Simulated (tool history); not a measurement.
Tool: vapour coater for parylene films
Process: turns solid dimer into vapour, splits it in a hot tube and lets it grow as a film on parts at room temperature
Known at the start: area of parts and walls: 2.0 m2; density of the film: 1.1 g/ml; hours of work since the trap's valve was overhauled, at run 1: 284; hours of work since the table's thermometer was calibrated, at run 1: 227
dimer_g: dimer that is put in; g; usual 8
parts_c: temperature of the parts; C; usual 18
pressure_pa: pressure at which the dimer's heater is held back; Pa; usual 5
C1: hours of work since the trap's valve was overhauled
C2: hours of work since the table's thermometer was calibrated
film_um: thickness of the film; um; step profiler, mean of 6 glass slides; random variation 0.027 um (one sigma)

Run 1, hour 0: usual settings; C1 284; C2 227. Result: film_um 2 um.
Run 2, hour 13.6: usual settings; C1 295; C2 238. Result: film_um 1.99 um.
Run 3, hour 27.7: usual settings; C1 306; C2 249. Result: film_um 2.01 um.
Run 4, hour 43.7: usual settings; C1 319; C2 262. Result: film_um 1.99 um.
Run 5, hour 60.3: usual settings; C1 332; C2 275. Result: film_um 1.95 um.
Run 6, hour 75.5: usual settings; C1 344; C2 287. Result: film_um 1.98 um.
Run 7, hour 89.3: usual settings; C1 355; C2 298. Result: film_um 1.97 um.
At hour 91.2: table's thermometer calibrated.
Run 8, hour 100.4: usual settings; C1 363; C2 7. Result: film_um 1.97 um.
Run 9, hour 117.4: usual settings; C1 376; C2 21. Result: film_um 1.92 um.
Run 10, hour 131.7: usual settings but dimer_g 11 g; C1 388; C2 32. Result: film_um 2.68 um.
Run 11, hour 142.1: usual settings but dimer_g 10 g, parts_c 11 C; C1 396; C2 40. Result: film_um 3.07 um.
At hour 149.3: trap's valve overhauled.
Run 12, hour 159.4: usual settings but dimer_g 11 g, parts_c 24 C, pressure_pa 11.03 Pa; C1 8; C2 51. Result: film_um 2.27 um.
At hour 176: table's thermometer calibrated, once more.
Run 13, hour 176.9: usual settings but dimer_g 6 g, parts_c 15 C, pressure_pa 6.04 Pa; C1 21; C2 1. Result: film_um 1.82 um.
Run 14, hour 190.2: usual settings but dimer_g 4 g, parts_c 15 C, pressure_pa 4.75 Pa; C1 32; C2 11. Result: film_um 1.24 um.

The next listed run, before its measurement:
Run 15, hour 203.6: usual settings but parts_c 14 C; C1 42; C2 22. Result: film_um ?.

film_um: 2.57 um
Without the tool's hidden state the same run would have given film_um 2.61 um.
